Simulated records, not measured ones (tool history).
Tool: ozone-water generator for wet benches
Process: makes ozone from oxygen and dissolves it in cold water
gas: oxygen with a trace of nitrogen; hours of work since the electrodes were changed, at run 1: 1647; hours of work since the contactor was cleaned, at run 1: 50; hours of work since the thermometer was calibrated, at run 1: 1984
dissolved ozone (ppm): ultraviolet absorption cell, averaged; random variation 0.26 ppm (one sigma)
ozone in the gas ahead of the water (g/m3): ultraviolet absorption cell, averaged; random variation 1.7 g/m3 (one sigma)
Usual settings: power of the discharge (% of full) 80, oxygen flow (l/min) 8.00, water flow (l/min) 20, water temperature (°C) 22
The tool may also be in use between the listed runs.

run,hour,power of the discharge (% of full),oxygen flow (l/min),water flow (l/min),water temperature (°C),hours of work since the electrodes were changed,hours of work since the contactor was cleaned,hours of work since the thermometer was calibrated,dissolved ozone (ppm),ozone in the gas ahead of the water (g/m3)
1,0.0,80,8.00,20,22,1647,50,1984,40.4,313.7
2,37.5,80,8.00,20,22,1681,83,2017,40.3,314.8
3,60.2,43,8.00,20,22,1701,103,2037,23.0,181.1
4,83.6,80,8.00,20,22,1721,124,2058,40.0,314.5
5,117.6,80,8.00,20,22,1752,154,2088,40.5,312.9
6,140.2,80,8.00,20,22,1772,174,2108,39.9,314.2
7,168.1,80,8.00,20,22,1796,199,2133,40.2,313.6
8,190.9,80,8.00,20,22,1817,219,2153,40.0,312.8
9,231.4,80,8.00,20,22,1853,255,2189,39.8,315.7
10,273.5,80,8.00,20,22,1890,292,2226,40.0,315.9
11,297.4,80,8.00,32,22,1911,313,2247,29.6,314.5
12,332.3,58,8.00,20,22,1942,344,2278,30.4,236.0
13,378.3,58,8.00,20,22,1983,385,2319,30.4,238.5
14,414.6,58,8.00,20,22,2015,417,2351,30.4,236.5
15,447.5,80,8.00,16,22,2044,446,2380,44.9,317.5
16,476.9,80,8.00,16,22,2070,472,2406,45.6,314.4
17,508.2,80,8.00,16,22,2098,500,2434,45.6,311.9
18,535.6,80,8.00,24,22,2122,524,2458,35.5,314.3
19,581.4,90,5.96,15,15,2163,565,2499,59.7,394.9
# hour 584.7: water thermometer calibrated
20,606.9,56,8.00,29,21,2185,587,20,23.8,230.6
21,653.7,40,7.40,23,22,2227,629,61,20.4,175.4
22,702.2,40,7.40,23,22,2270,672,104,19.9,177.8
23,750.9,40,7.40,23,22,2313,715,147,20.0,173.8
24,792.5,80,8.00,12,22,2350,752,184,51.8,315.4
25,831.2,80,10.49,18,22,2384,786,219,42.5,283.4
26,859.4,47,5.08,29,23,2409,811,244,18.3,238.2
27,888.5,77,8.00,20,22,2435,837,269,39.0,304.0
28,936.0,77,8.00,20,22,2477,879,312,39.0,301.5
29,965.6,80,9.53,21,22,2503,905,338,39.2,294.1
30,1003.1,80,9.53,21,22,2537,939,371,38.6,292.1
31,1025.9,80,13.54,12,22,2557,959,391,47.4,253.3
32,1079.6,80,11.76,20,22,2604,1007,439,39.6,269.4
33,1128.9,80,11.76,20,22,2648,1050,483,39.2,270.2
34,1182.7,80,6.39,26,22,2696,1098,530,33.1,348.0

How the hidden state differs across the entries between the runs, from the last listed run before each to the first after it:
Between runs 19 and 20: water thermometer calibrated (hour 584.7)
  no hidden state differs between the two runs
